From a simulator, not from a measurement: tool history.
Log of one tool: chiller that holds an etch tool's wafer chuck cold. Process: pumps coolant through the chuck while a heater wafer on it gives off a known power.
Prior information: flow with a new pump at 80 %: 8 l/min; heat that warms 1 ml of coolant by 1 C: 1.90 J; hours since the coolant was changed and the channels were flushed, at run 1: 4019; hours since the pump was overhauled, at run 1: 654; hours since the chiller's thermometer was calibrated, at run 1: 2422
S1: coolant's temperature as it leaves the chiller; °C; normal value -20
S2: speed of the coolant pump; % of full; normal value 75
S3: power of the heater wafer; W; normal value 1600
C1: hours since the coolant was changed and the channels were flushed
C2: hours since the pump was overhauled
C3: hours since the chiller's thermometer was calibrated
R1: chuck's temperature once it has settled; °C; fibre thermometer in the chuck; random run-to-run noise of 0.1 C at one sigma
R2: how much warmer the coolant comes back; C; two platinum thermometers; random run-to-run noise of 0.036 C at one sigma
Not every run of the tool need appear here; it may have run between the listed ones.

Run 1, hour 0.0: usual settings; C1 4019; C2 654; C3 2422. Result: R1 -4.4 °C, R2 6.71 C.
Run 2, hour 132.3: usual settings; C1 4151; C2 786; C3 2554. Result: R1 -4.2 °C, R2 6.79 C.
Run 3, hour 268.4: usual settings but S1 -12 °C; C1 4287; C2 922; C3 2690. Result: R1 3.7 °C, R2 6.74 C.
Run 4, hour 445.3: usual settings but S1 -30 °C; C1 4464; C2 1099; C3 2867. Result: R1 -14.1 °C, R2 6.85 C.
Run 5, hour 578.4: usual settings but S2 87 % of full; C1 4597; C2 1232; C3 3000. Result: R1 -5.5 °C, R2 5.97 C.
Run 6, hour 710.8: usual settings but S2 87 % of full; C1 4729; C2 1365; C3 3133. Result: R1 -5.3 °C, R2 5.92 C.
Run 7, hour 865.3: usual settings but S2 87 % of full; C1 4884; C2 1519; C3 3287. Result: R1 -5.3 °C, R2 5.96 C.
Run 8, hour 1049.3: usual settings but S2 87 % of full; C1 5068; C2 1703; C3 3471. Result: R1 -5.1 °C, R2 6.05 C.
Run 9, hour 1192.0: usual settings but S1 -22 °C; C1 5211; C2 1846; C3 3614. Result: R1 -5.5 °C, R2 6.88 C.
Run 10, hour 1274.6: usual settings but S1 -22 °C; C1 5293; C2 1929; C3 3696. Result: R1 -5.3 °C, R2 6.98 C.
Run 11, hour 1362.8: usual settings but S1 -22 °C; C1 5382; C2 2017; C3 3785. Result: R1 -5.3 °C, R2 6.92 C.
Run 12, hour 1504.8: usual settings but S3 1260 W; C1 5523; C2 2159; C3 3927. Result: R1 -6.6 °C, R2 5.43 C.
At hour 1532.0: chiller's thermometer calibrated.
Run 13, hour 1626.9: usual settings but S1 -30 °C; C1 5645; C2 2280; C3 95. Result: R1 -13.4 °C, R2 7.02 C.
Run 14, hour 1735.6: usual settings but S1 -30 °C; C1 5753; C2 2389; C3 204. Result: R1 -13.3 °C, R2 7.00 C.
Run 15, hour 1817.3: usual settings but S1 -30 °C; C1 5835; C2 2470; C3 285. Result: R1 -13.2 °C, R2 7.02 C.
Run 16, hour 1956.4: usual settings; C1 5974; C2 2609; C3 424. Result: R1 -3.1 °C, R2 7.00 C.
Run 17, hour 2070.2: usual settings but S1 -18 °C, S2 87 % of full; C1 6088; C2 2723; C3 538. Result: R1 -2.7 °C, R2 6.19 C.
Run 18, hour 2184.4: usual settings but S1 -21 °C, S2 61 % of full, S3 1301 W; C1 6202; C2 2837; C3 652. Result: R1 -4.8 °C, R2 6.95 C.
Run 19, hour 2330.9: usual settings but S1 -18 °C, S3 1713 W; C1 6349; C2 2984; C3 799. Result: R1 0.6 °C, R2 7.58 C.
At hour 2430.6: coolant changed, channels flushed.
Run 20, hour 2499.0: usual settings but S1 -13 °C, S3 990 W; C1 68; C2 3146; C3 961. Result: R1 -4.1 °C, R2 4.37 C.
Run 21, hour 2674.7: usual settings but S2 79 % of full, S3 1524 W; C1 244; C2 3322; C3 1137. Result: R1 -6.8 °C, R2 6.40 C.
Run 22, hour 2830.7: usual settings but S1 -16 °C, S2 73 % of full, S3 1502 W; C1 400; C2 3478; C3 1293. Result: R1 -2.4 °C, R2 6.93 C.
Run 23, hour 2970.2: usual settings but S3 996 W; C1 540; C2 3617; C3 1432. Result: R1 -10.9 °C, R2 4.46 C.
Run 24, hour 3156.9: usual settings but S2 98 % of full, S3 875 W; C1 726; C2 3804; C3 1619. Result: R1 -13.5 °C, R2 3.02 C.
Run 25, hour 3249.3: usual settings but S2 98 % of full, S3 875 W; C1 819; C2 3896; C3 1711. Result: R1 -13.3 °C, R2 3.06 C.
Run 26, hour 3333.1: usual settings but S2 98 % of full, S3 875 W; C1 902; C2 3980; C3 1795. Result: R1 -13.2 °C, R2 3.00 C.
Run 27, hour 3438.8: usual settings but S2 84 % of full, S3 1327 W; C1 1008; C2 4086; C3 1901. Result: R1 -8.5 °C, R2 5.35 C.
Run 28, hour 3617.5: usual settings; C1 1187; C2 4264; C3 2079. Result: R1 -5.1 °C, R2 7.23 C.
Run 29, hour 3772.3: usual settings but S1 -26 °C, S2 78 % of full, S3 1238 W; C1 1342; C2 4419; C3 2234. Result: R1 -14.5 °C, R2 5.42 C.
Run 30, hour 3960.2: usual settings but S1 -19 °C, S2 62 % of full, S3 1970 W; C1 1530; C2 4607; C3 2422. Result: R1 2.6 °C, R2 10.70 C.
Run 31, hour 4071.1: usual settings but S1 -22 °C, S2 74 % of full, S3 1487 W; C1 1640; C2 4718; C3 2533. Result: R1 -7.7 °C, R2 6.92 C.
Run 32, hour 4200.2: usual settings but S3 1584 W; C1 1770; C2 4847; C3 2662. Result: R1 -4.6 °C, R2 7.28 C.

Branching from run 32: 4 alternative next runs. What would each branch give?
Run A, hour 4289.1: usual settings but S1 -22 °C; C1 1858; C2 4936; C3 2751. Result: R1 ?, R2 ?.
Run B, hour 4289.1: usual settings but S1 -15 °C, S3 1141 W; C1 1858; C2 4936; C3 2751. Result: R1 ?, R2 ?.
Run C, hour 4289.1: usual settings but S1 -17 °C, S3 1338 W; C1 1858; C2 4936; C3 2751. Result: R1 ?, R2 ?.
Run D, hour 4289.1: usual settings but S1 -22 °C, S3 1584 W; C1 1858; C2 4936; C3 2751. Result: R1 ?, R2 ?.

run    R1    R2
  A  -6.4  7.30
  B  -3.9  5.23
  C  -3.9  6.04
  D  -6.8  7.27
Stripped of hidden state, with their random variation kept, the same runs would have yielded:
run    R1    R2
  A  -8.6  6.69
  B  -5.5  4.80
  C  -5.8  5.54
  D  -9.0  6.66
